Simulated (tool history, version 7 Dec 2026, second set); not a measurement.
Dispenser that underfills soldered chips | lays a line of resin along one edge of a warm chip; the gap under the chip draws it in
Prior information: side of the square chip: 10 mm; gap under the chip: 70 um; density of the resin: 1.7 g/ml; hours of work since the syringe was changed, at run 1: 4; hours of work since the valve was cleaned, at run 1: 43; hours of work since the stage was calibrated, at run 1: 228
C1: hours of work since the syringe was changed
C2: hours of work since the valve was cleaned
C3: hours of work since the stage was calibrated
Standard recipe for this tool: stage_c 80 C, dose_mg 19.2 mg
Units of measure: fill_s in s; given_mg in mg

Run 1, day 0.000: usual settings; C1 4; C2 43; C3 228. Result: fill_s 131.0 s, given_mg 18.57 mg.
At day 0.167: new syringe of resin.
Run 2, day 0.471: usual settings; C1 6; C2 52; C3 236. Result: fill_s 143.3 s, given_mg 18.42 mg.
At day 0.558: new syringe of resin.
At day 0.954: new syringe of resin.
Run 3, day 0.967: usual settings; C1 0; C2 61; C3 246. Result: fill_s 99.1 s, given_mg 18.16 mg.
Run 4, day 1.275: usual settings; C1 6; C2 67; C3 251. Result: fill_s 149.2 s, given_mg 18.28 mg.
At day 1.338: new syringe of resin.
Run 5, day 1.596: usual settings; C1 5; C2 73; C3 257. Result: fill_s 132.1 s, given_mg 18.21 mg.
At day 1.746: new syringe of resin.
Run 6, day 1.821: usual settings but dose_mg 19.8 mg; C1 1; C2 77; C3 261. Result: fill_s 104.9 s, given_mg 18.72 mg.
At day 2.146: new syringe of resin.
Run 7, day 2.300: usual settings but dose_mg 19.8 mg; C1 3; C2 86; C3 270. Result: fill_s 121.1 s, given_mg 18.51 mg.
At day 2.550: new syringe of resin.
Run 8, day 2.750: usual settings but dose_mg 19.9 mg; C1 4; C2 94; C3 279. Result: fill_s 125.2 s, given_mg 18.39 mg.
At day 2.967: new syringe of resin.
Run 9, day 3.004: usual settings but stage_c 90 C, dose_mg 19.9 mg; C1 1; C2 99; C3 283. Result: fill_s 73.0 s, given_mg 18.20 mg.
At day 3.312: dispensing valve cleaned and set on the balance.
At day 3.425: new syringe of resin.
Run 10, day 3.483: usual settings but stage_c 90 C, dose_mg 19.9 mg; C1 1; C2 3; C3 291. Result: fill_s 73.7 s, given_mg 19.79 mg.
At day 3.821: new syringe of resin.
Run 11, day 3.892: usual settings but stage_c 90 C, dose_mg 23.7 mg; C1 1; C2 11; C3 299. Result: fill_s 75.0 s, given_mg 23.63 mg.
At day 4.225: new syringe of resin.
Run 12, day 4.358: usual settings; C1 3; C2 19; C3 308. Result: fill_s 115.6 s, given_mg 19.12 mg.
At day 4.621: new syringe of resin.
Run 13, day 4.654: usual settings but dose_mg 18.4 mg; C1 1; C2 25; C3 313. Result: fill_s 100.7 s, given_mg 18.08 mg.
Run 14, day 4.933: usual settings but dose_mg 18.4 mg; C1 6; C2 30; C3 318. Result: fill_s 149.1 s, given_mg 18.07 mg.
At day 5.033: new syringe of resin.
Run 15, day 5.321: usual settings; C1 6; C2 37; C3 326. Result: fill_s 145.1 s, given_mg 18.84 mg.
At day 5.433: new syringe of resin.
Run 16, day 5.792: usual settings; C1 7; C2 46; C3 334. Result: fill_s 156.2 s, given_mg 18.60 mg.
At day 5.842: new syringe of resin.
At day 6.067: stage's temperature calibrated.
Run 17, day 6.204: usual settings but stage_c 66 C; C1 6; C2 53; C3 3. Result: fill_s 240.8 s, given_mg 18.46 mg.
At day 6.271: new syringe of resin.
Run 18, day 6.608: usual settings but dose_mg 16.5 mg; C1 6; C2 60; C3 10. Result: fill_s 149.3 s, given_mg 15.75 mg.
At day 6.658: new syringe of resin.
Run 19, day 6.933: usual settings but dose_mg 16.5 mg; C1 5; C2 66; C3 16. Result: fill_s 140.9 s, given_mg 15.80 mg.
At day 7.062: new syringe of resin.
Run 20, day 7.233: usual settings but stage_c 84 C, dose_mg 16.5 mg; C1 3; C2 72; C3 22. Result: fill_s 107.1 s, given_mg 15.88 mg.
At day 7.450: new syringe of resin.
Run 21, day 7.738: usual settings but stage_c 84 C, dose_mg 16.5 mg; C1 5; C2 81; C3 31. Result: fill_s 125.9 s, given_mg 15.48 mg.
At day 7.862: new syringe of resin.
Run 22, day 8.017: usual settings but stage_c 84 C, dose_mg 16.5 mg; C1 3; C2 86; C3 36. Result: fill_s 105.0 s, given_mg 15.62 mg.
At day 8.275: new syringe of resin.
Run 23, day 8.388: usual settings but stage_c 73 C, dose_mg 17.5 mg; C1 2; C2 93; C3 43. Result: fill_s 144.5 s, given_mg 16.32 mg.
Run 24, day 8.596: usual settings but stage_c 73 C, dose_mg 17.0 mg; C1 6; C2 97; C3 47. Result: fill_s 190.1 s, given_mg 15.95 mg.
At day 8.658: new syringe of resin.
At day 9.025: dispensing valve cleaned and set on the balance.
Run 25, day 9.062: usual settings but dose_mg 24.0 mg; C1 7; C2 1; C3 55. Result: fill_s 150.1 s, given_mg 24.08 mg.
At day 9.112: new syringe of resin.
At day 9.521: new syringe of resin.
Run 26, day 9.525: usual settings but dose_mg 24.0 mg; C1 0; C2 9; C3 63. Result: fill_s 94.9 s, given_mg 23.96 mg.
At day 9.917: new syringe of resin.
Run 27, day 9.979: usual settings but stage_c 85 C, dose_mg 23.9 mg; C1 1; C2 18; C3 72. Result: fill_s 89.4 s, given_mg 23.72 mg.
Run 28, day 10.279: usual settings but stage_c 68 C, dose_mg 22.6 mg; C1 7; C2 23; C3 77. Result: fill_s 237.8 s, given_mg 22.47 mg.
At day 10.317: new syringe of resin.
Run 29, day 10.679: usual settings but stage_c 72 C, dose_mg 19.8 mg; C1 7; C2 31; C3 85. Result: fill_s 204.7 s, given_mg 19.27 mg.
At day 10.717: new syringe of resin.
At day 11.112: new syringe of resin.
Run 30, day 11.121: usual settings but stage_c 72 C, dose_mg 19.8 mg; C1 0; C2 39; C3 93. Result: fill_s 128.1 s, given_mg 19.35 mg.
Run 31, day 11.412: usual settings but stage_c 81 C, dose_mg 22.3 mg; C1 6; C2 44; C3 98. Result: fill_s 134.6 s, given_mg 21.62 mg.
At day 11.538: new syringe of resin.
Run 32, day 11.854: usual settings but stage_c 72 C, dose_mg 22.3 mg; C1 6; C2 52; C3 107. Result: fill_s 192.5 s, given_mg 21.33 mg.
At day 11.925: new syringe of resin.
Run 33, day 12.262: usual settings but stage_c 67 C, dose_mg 23.9 mg; C1 6; C2 60; C3 114. Result: fill_s 232.7 s, given_mg 22.85 mg.
At day 12.317: new syringe of resin.
Run 34, day 12.517: usual settings but stage_c 82 C, dose_mg 24.9 mg; C1 4; C2 65; C3 119. Result: fill_s 113.3 s, given_mg 23.67 mg.

Below are 4 alternative next runs, each starting from the tool's condition after run 34. Predict each:
At day 12.708: new syringe of resin.
Run A, day 12.738: usual settings but stage_c 67 C, dose_mg 21.6 mg; C1 1; C2 69; C3 123. Result: fill_s ?, given_mg ?.
At day 12.708: new syringe of resin.
Run B, day 12.738: usual settings but stage_c 82 C, dose_mg 23.7 mg; C1 1; C2 69; C3 123. Result: fill_s ?, given_mg ?.
At day 12.708: new syringe of resin.
Run C, day 12.738: usual settings but stage_c 93 C, dose_mg 24.7 mg; C1 1; C2 69; C3 123. Result: fill_s ?, given_mg ?.
At day 12.708: new syringe of resin.
Run D, day 12.738: usual settings but stage_c 82 C, dose_mg 17.4 mg; C1 1; C2 69; C3 123. Result: fill_s ?, given_mg ?.

run  fill_s  given_mg
  A   160.8     20.42
  B    91.5     22.64
  C    64.7     23.49
  D    92.2     16.63
With no hidden state in the tool, these same runs would have given:
run  fill_s  given_mg
  A   151.0     21.49
  B    86.2     23.82
  C    61.1     24.72
  D    86.1     17.49
